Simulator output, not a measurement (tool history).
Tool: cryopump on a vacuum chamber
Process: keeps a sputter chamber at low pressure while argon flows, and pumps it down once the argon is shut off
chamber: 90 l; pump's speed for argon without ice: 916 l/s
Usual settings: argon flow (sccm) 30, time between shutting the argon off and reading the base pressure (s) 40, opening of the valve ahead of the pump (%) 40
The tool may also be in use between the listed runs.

run    hour  argon flow (sccm)  time between shutting the argon off and reading the base pressure (s)  opening of the valve ahead of the pump (%)  pressure while argon flows (Pa)  pressure after the wait (uPa)
  1       0                 30                                                                     40                                          40                           0.1403                           6.14
  2    42.1                 30                                                                    169                                          40                           0.1414                           3.54
  3    92.3                 30                                                                     40                                          18                           0.3106                           6.23
  4   121.4                 30                                                                     40                                          18                           0.3117                           6.36
  5   159.4                 17                                                                     40                                          18                           0.1753                           6.31
  6   198.3                 17                                                                     40                                          18                           0.1757                           6.29
  7   228.6                 30                                                                     40                                          40                           0.1428                           6.37
  8   282.4                 14                                                                     40                                          40                           0.0672                           6.61
  9   319.4                 30                                                                     40                                          40                           0.1425                           6.77
 10   361.2                 30                                                                     40                                          40                            0.144                           6.68
 11   407.3                 30                                                                     40                                          40                           0.1427                           6.72
 12   450.9                 42                                                                     40                                          40                            0.202                           6.69
 13   494.8                 42                                                                     40                                          40                           0.2027                           6.97
 14   535.8                 42                                                                     40                                          40                           0.2037                           7.09
      562.3  -- leaking fittings of the chamber tightened, without venting
 15   575.9                 30                                                                     40                                          54                            0.111                           3.87
 16   602.9                 30                                                                     40                                          54                           0.1098                           3.79
 17   629.7                 30                                                                     40                                          40                           0.1468                           3.87
 18     682                 20                                                                     25                                          42                           0.0943                            5.8
 19   732.1                 20                                                                     25                                          42                           0.0941                           6.09
 20   755.3                 20                                                                     25                                          42                            0.095                           6.23
 21   803.9                 20                                                                     31                                          52                           0.0765                            5.2
 22   846.4                 59                                                                     24                                          53                           0.2253                           6.41
 23   897.7                 24                                                                     37                                          55                           0.0884                           4.58
 24   943.5                 24                                                                     37                                          55                             0.09                           4.49
 25   969.7                 37                                                                     31                                          26                           0.2777                            5.4
 26  1017.2                 27                                                                     63                                          22                           0.2384                           3.15
 27  1060.3                 18                                                                    124                                          22                           0.1587                           2.25
 28  1109.9                 27                                                                     59                                          22                           0.2378                           3.47
 29  1153.9                 28                                                                     43                                          21                           0.2583                           4.41
 30  1187.3                 34                                                                     40                                          40                           0.1724                           4.74
 31  1224.2                 34                                                                     40                                          40                           0.1725                           4.76
 32    1250                 30                                                                     36                                          40                           0.1535                           5.36
 33  1291.1                 30                                                                     22                                          40                            0.154                           7.71

3 ways to go on from here, each from the tool as it stands after run 33. What would each give?
  A  1348.7                 30                                                                     79                                          46                                ?                              ?
  B  1348.7                 30                                                                     22                                          19                                ?                              ?
  C  1348.7                 30                                                                     22                                          33                                ?                              ?

run  pressure while argon flows (Pa)  pressure after the wait (uPa)
  A                           0.1365                           3.29
  B                           0.3079                            7.7
  C                           0.1816                           7.88
Without the tool's hidden state the same runs would have given:
run  pressure while argon flows (Pa)  pressure after the wait (uPa)
  A                           0.1204                           2.09
  B                           0.2918                           6.53
  C                           0.1656                           6.68

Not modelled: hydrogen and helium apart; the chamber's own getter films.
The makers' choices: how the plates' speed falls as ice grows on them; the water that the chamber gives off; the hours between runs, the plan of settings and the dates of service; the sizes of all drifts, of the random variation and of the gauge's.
